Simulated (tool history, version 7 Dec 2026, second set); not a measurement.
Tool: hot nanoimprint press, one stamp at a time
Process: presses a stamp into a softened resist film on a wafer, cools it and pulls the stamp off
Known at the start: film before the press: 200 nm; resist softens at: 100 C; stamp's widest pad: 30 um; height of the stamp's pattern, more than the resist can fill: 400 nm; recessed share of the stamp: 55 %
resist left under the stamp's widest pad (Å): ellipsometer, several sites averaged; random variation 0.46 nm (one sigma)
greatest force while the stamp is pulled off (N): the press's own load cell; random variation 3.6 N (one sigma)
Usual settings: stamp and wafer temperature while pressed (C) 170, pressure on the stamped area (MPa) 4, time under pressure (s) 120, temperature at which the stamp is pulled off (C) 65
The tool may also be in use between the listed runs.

run     day  stamp and wafer temperature while pressed (C)  pressure on the stamped area (MPa)  time under pressure (s)  temperature at which the stamp is pulled off (C)  resist left under the stamp's widest pad (Å)  greatest force while the stamp is pulled off (N)
  1       0                                            170                                   4                      120                                                65                                          1118                                               192
  2   0.679                                            170                                   4                      120                                                65                                          1113                                               190
  3   1.629                                            175                                   4                      120                                                65                                           966                                               201
  4   2.408                                            175                                   4                      120                                                65                                           959                                               202
  5   3.467                                            170                                3.42                      120                                                65                                          1177                                               205
  6   4.733                                            170                                3.42                      120                                                65                                          1172                                               202
  7   5.779                                            170                                3.42                      120                                                65                                          1174                                               211
  8   6.962                                            170                                   4                       71                                                65                                          1293                                               219
      7.904  -- plate thermocouple calibrated
  9   8.304                                            181                                 5.2                      187                                                60                                           645                                               255
 10   9.404                                            170                                   4                      120                                                60                                          1176                                               262
 11  10.508                                            170                                   4                      129                                                65                                          1145                                               237
 12  11.754                                            170                                   4                       91                                                65                                          1265                                               251
 13  12.296                                            170                                   4                       72                                                73                                          1357                                               226
 14  12.842                                            179                                5.67                      190                                                53                                           646                                               311
     13.833  -- stamp cleaned and given a new release coat
 15  14.246                                            170                                   4                      120                                                66                                          1164                                               171
 16  14.775                                            170                                4.84                      120                                                65                                          1093                                               170

5 ways to go on from here, each from the tool as it stands after run 16. What would each give?
  A  16.038                                            168                                4.29                       62                                                65                                             ?                                                 ?
  B  16.038                                            168                                4.84                      120                                                65                                             ?                                                 ?
  C  16.038                                            170                                   4                      120                                                66                                             ?                                                 ?
  D  16.038                                            170                                4.84                      120                                                54                                             ?                                                 ?
  E  16.038                                            170                                   4                      120                                                70                                             ?                                                 ?

run  resist left under the stamp's widest pad (Å)  greatest force while the stamp is pulled off (N)
  A                                          1439                                               185
  B                                          1148                                               182
  C                                          1156                                               174
  D                                          1088                                               208
  E                                          1159                                               167
Without the tool's hidden state the same runs would have given:
run  resist left under the stamp's widest pad (Å)  greatest force while the stamp is pulled off (N)
  A                                          1438                                               177
  B                                          1143                                               174
  C                                          1156                                               167
  D                                          1082                                               199
  E                                          1159                                               160
